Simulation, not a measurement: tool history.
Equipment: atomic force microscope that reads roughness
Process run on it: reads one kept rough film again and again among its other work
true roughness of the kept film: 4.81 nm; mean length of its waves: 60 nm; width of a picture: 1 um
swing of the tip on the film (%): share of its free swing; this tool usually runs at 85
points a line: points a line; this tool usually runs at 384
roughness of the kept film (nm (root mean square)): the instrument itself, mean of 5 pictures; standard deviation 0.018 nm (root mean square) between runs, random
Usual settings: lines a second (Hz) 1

run   hour  lines a second (Hz)  swing of the tip on the film (%)  points a line  roughness of the kept film (nm (root mean square))
  1      0                    1                                85            384                                               4.321
  2   43.1                    1                                85            384                                               4.319
  3   76.4                    1                                85            569                                                 4.3
  4  106.4                    1                                85            569                                               4.329
  5    139                    1                                85            569                                                 4.3
  6  183.3                    1                                85            569                                               4.304
     192.3  -- new tip fitted
  7  227.9                    1                                85            569                                               4.314
  8  269.4                    1                                85            569                                               4.292
  9  312.8                    1                                85            569                                               4.301
 10  359.7                    1                                66            384                                               4.525
     387.1  -- new tip fitted
 11  392.1                    1                                66            384                                               4.539
 12  411.8                    1                                85            384                                               4.296
 13  442.1                    1                                85            384                                               4.268
 14  471.7                    1                                85            520                                                4.32
 15  502.2                    1                                85            520                                               4.292

The next listed run, before its measurement:
 16   541                    1                                65            520                                                   ?

Run 16 gave roughness of the kept film (nm (root mean square)) 4.543.
Had the tool carried no hidden state, the very same run would have given roughness of the kept film (nm (root mean square)) 4.551.
